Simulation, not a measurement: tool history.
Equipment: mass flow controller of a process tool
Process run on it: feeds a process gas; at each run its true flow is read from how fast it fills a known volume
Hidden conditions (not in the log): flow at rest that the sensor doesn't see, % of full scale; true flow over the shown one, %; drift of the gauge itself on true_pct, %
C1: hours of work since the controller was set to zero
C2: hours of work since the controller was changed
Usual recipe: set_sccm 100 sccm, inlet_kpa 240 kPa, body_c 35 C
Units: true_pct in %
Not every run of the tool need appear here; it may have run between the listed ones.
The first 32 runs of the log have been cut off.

{"run": 33, "day": 462.908, "set_sccm": 34, "inlet_kpa": 187, "body_c": 33, "C1": 4288, "C2": 10118, "true_pct": 97.92}
{"run": 34, "day": 474.792, "set_sccm": 100, "inlet_kpa": 216, "body_c": 22, "C1": 4486, "C2": 10316, "true_pct": 97.98}
{"run": 35, "day": 488.571, "set_sccm": 22, "inlet_kpa": 243, "body_c": 20, "C1": 4715, "C2": 10545, "true_pct": 96.43}
{"run": 36, "day": 501.267, "set_sccm": 22, "inlet_kpa": 243, "body_c": 20, "C1": 4926, "C2": 10756, "true_pct": 96.41}
{"run": 37, "day": 511.171, "set_sccm": 30, "inlet_kpa": 163, "body_c": 24, "C1": 5090, "C2": 10920, "true_pct": 97.2}
{"run": 38, "day": 530.679, "set_sccm": 74, "inlet_kpa": 160, "body_c": 36, "C1": 5414, "C2": 11245, "true_pct": 99.15}
{"day": 548.033, "done": "controller exchanged for a calibrated one"}
{"run": 39, "day": 548.033, "set_sccm": 74, "inlet_kpa": 160, "body_c": 36, "C1": 0, "C2": 0, "true_pct": 99.02}
{"run": 40, "day": 559.25, "set_sccm": 74, "inlet_kpa": 160, "body_c": 36, "C1": 186, "C2": 186, "true_pct": 99.01}

Each row is a separate what-if for the run after 40, all from the same tool condition, not one after another. Results?
{"run": "A", "day": 576.35, "set_sccm": 57, "inlet_kpa": 141, "body_c": 37, "C1": 471, "C2": 471, "true_pct": "?"}
{"run": "B", "day": 576.35, "set_sccm": 74, "inlet_kpa": 160, "body_c": 25, "C1": 471, "C2": 471, "true_pct": "?"}
{"run": "C", "day": 576.35, "set_sccm": 71, "inlet_kpa": 245, "body_c": 36, "C1": 471, "C2": 471, "true_pct": "?"}
{"run": "D", "day": 576.35, "set_sccm": 74, "inlet_kpa": 208, "body_c": 36, "C1": 471, "C2": 471, "true_pct": "?"}

run=A true_pct=98.88
run=B true_pct=98.1
run=C true_pct=98.78
run=D true_pct=98.99
With no hidden state in the tool, these same runs would have given:
run=A true_pct=98.88
run=B true_pct=98.1
run=C true_pct=98.78
run=D true_pct=98.99

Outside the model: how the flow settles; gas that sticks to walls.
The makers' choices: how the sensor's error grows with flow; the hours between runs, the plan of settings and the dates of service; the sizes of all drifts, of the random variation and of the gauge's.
